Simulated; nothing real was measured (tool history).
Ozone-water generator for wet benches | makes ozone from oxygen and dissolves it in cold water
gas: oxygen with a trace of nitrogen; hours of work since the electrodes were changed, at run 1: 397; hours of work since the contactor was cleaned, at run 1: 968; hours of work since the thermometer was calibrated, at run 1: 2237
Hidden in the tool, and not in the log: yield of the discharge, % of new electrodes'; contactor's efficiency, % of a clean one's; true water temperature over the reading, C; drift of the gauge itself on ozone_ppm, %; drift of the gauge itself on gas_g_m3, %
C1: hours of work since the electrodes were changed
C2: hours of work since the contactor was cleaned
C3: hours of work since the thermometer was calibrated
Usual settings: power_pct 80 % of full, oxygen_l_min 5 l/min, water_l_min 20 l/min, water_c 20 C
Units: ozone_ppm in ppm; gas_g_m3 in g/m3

Run 1, hour 0: usual settings; C1 397; C2 968; C3 2237. Result: ozone_ppm 17.7 ppm, gas_g_m3 194.2 g/m3.
Run 2, hour 52.4: usual settings but oxygen_l_min 4.28 l/min; C1 441; C2 1011; C3 2281. Result: ozone_ppm 17.6 ppm, gas_g_m3 209.9 g/m3.
Run 3, hour 100.7: usual settings but oxygen_l_min 4.28 l/min, water_c 17 C; C1 481; C2 1052; C3 2321. Result: ozone_ppm 18 ppm, gas_g_m3 208.2 g/m3.
Run 4, hour 150.8: usual settings but oxygen_l_min 4.28 l/min, water_c 17 C; C1 523; C2 1094; C3 2363. Result: ozone_ppm 18.1 ppm, gas_g_m3 207 g/m3.
Run 5, hour 228.7: usual settings but oxygen_l_min 4.28 l/min, water_c 17 C; C1 588; C2 1159; C3 2428. Result: ozone_ppm 18.2 ppm, gas_g_m3 208.5 g/m3.
Run 6, hour 306.3: usual settings; C1 653; C2 1223; C3 2493. Result: ozone_ppm 17.5 ppm, gas_g_m3 193.7 g/m3.
Run 7, hour 371.6: usual settings but oxygen_l_min 3.26 l/min; C1 707; C2 1278; C3 2547. Result: ozone_ppm 16.6 ppm, gas_g_m3 232.4 g/m3.
Run 8, hour 442.5: usual settings but oxygen_l_min 3.26 l/min; C1 767; C2 1337; C3 2606. Result: ozone_ppm 16.6 ppm, gas_g_m3 234.8 g/m3.
Run 9, hour 481.7: usual settings but power_pct 41 % of full; C1 799; C2 1370; C3 2639. Result: ozone_ppm 9.7 ppm, gas_g_m3 110.6 g/m3.
Run 10, hour 559.7: usual settings but power_pct 41 % of full; C1 864; C2 1435; C3 2704. Result: ozone_ppm 9.7 ppm, gas_g_m3 108.2 g/m3.
Run 11, hour 625.3: usual settings but power_pct 41 % of full; C1 919; C2 1490; C3 2759. Result: ozone_ppm 10 ppm, gas_g_m3 108.4 g/m3.
Run 12, hour 679.4: usual settings; C1 964; C2 1535; C3 2804. Result: ozone_ppm 17.4 ppm, gas_g_m3 191.3 g/m3.
Run 13, hour 740.1: usual settings but power_pct 78 % of full; C1 1015; C2 1586; C3 2855. Result: ozone_ppm 16.9 ppm, gas_g_m3 186 g/m3.
Run 14, hour 785.9: usual settings but power_pct 63 % of full, oxygen_l_min 5.51 l/min, water_l_min 25 l/min, water_c 26 C; C1 1053; C2 1624; C3 2893. Result: ozone_ppm 10.3 ppm, gas_g_m3 147.5 g/m3.
Run 15, hour 848.2: usual settings but oxygen_l_min 5.57 l/min, water_l_min 19 l/min; C1 1105; C2 1676; C3 2945. Result: ozone_ppm 17.7 ppm, gas_g_m3 179.2 g/m3.
Run 16, hour 925.9: usual settings but oxygen_l_min 2.84 l/min, water_l_min 19 l/min; C1 1170; C2 1741; C3 3010. Result: ozone_ppm 16.3 ppm, gas_g_m3 245.8 g/m3.
Run 17, hour 960.6: usual settings but oxygen_l_min 2.84 l/min, water_l_min 19 l/min; C1 1199; C2 1770; C3 3039. Result: ozone_ppm 16.4 ppm, gas_g_m3 245.5 g/m3.
Run 18, hour 1001.3: usual settings but oxygen_l_min 2.84 l/min, water_l_min 19 l/min; C1 1233; C2 1804; C3 3073. Result: ozone_ppm 16.5 ppm, gas_g_m3 241.4 g/m3.
Run 19, hour 1079.2: usual settings but power_pct 43 % of full; C1 1298; C2 1869; C3 3138. Result: ozone_ppm 10.2 ppm, gas_g_m3 113.6 g/m3.
Run 20, hour 1125.9: usual settings but power_pct 58 % of full, oxygen_l_min 4.9 l/min, water_l_min 17 l/min, water_c 14 C; C1 1337; C2 1908; C3 3177. Result: ozone_ppm 16.1 ppm, gas_g_m3 144.5 g/m3.
Run 21, hour 1189.1: usual settings but power_pct 58 % of full, oxygen_l_min 4.9 l/min, water_l_min 17 l/min, water_c 14 C; C1 1390; C2 1960; C3 3230. Result: ozone_ppm 16.3 ppm, gas_g_m3 145.4 g/m3.
Run 22, hour 1258.9: usual settings but oxygen_l_min 4.89 l/min; C1 1448; C2 2019; C3 3288. Result: ozone_ppm 16.5 ppm, gas_g_m3 187.8 g/m3.
Run 23, hour 1296.9: usual settings but oxygen_l_min 4.89 l/min; C1 1480; C2 2050; C3 3320. Result: ozone_ppm 16.7 ppm, gas_g_m3 187.5 g/m3.
Run 24, hour 1374.3: usual settings but oxygen_l_min 4.89 l/min; C1 1544; C2 2115; C3 3384. Result: ozone_ppm 16.5 ppm, gas_g_m3 188.1 g/m3.
Run 25, hour 1444: usual settings but oxygen_l_min 4.89 l/min, water_l_min 18 l/min; C1 1603; C2 2173; C3 3442. Result: ozone_ppm 18.4 ppm, gas_g_m3 186.1 g/m3.
Run 26, hour 1512.2: usual settings but power_pct 71 % of full, oxygen_l_min 4.89 l/min, water_l_min 18 l/min; C1 1660; C2 2230; C3 3499. Result: ozone_ppm 16.8 ppm, gas_g_m3 168.8 g/m3.

Forecast each of these 3 alternatives for the next run:
Run A, hour 1581.4: usual settings but water_l_min 18 l/min; C1 1717; C2 2288; C3 3557. Result: ozone_ppm ?, gas_g_m3 ?.
Run B, hour 1581.4: usual settings but power_pct 62 % of full, water_l_min 27 l/min, water_c 23 C; C1 1717; C2 2288; C3 3557. Result: ozone_ppm ?, gas_g_m3 ?.
Run C, hour 1581.4: usual settings but power_pct 50 % of full, water_l_min 16 l/min, water_c 14 C; C1 1717; C2 2288; C3 3557. Result: ozone_ppm ?, gas_g_m3 ?.

run  ozone_ppm  gas_g_m3
  A       18.1     183.7
  B        9.5     150.3
  C       14.9     126.5
Without the tool's hidden state the same runs would have given:
run  ozone_ppm  gas_g_m3
  A       20.5     200.2
  B       10.5       161
  C       16.3     133.7

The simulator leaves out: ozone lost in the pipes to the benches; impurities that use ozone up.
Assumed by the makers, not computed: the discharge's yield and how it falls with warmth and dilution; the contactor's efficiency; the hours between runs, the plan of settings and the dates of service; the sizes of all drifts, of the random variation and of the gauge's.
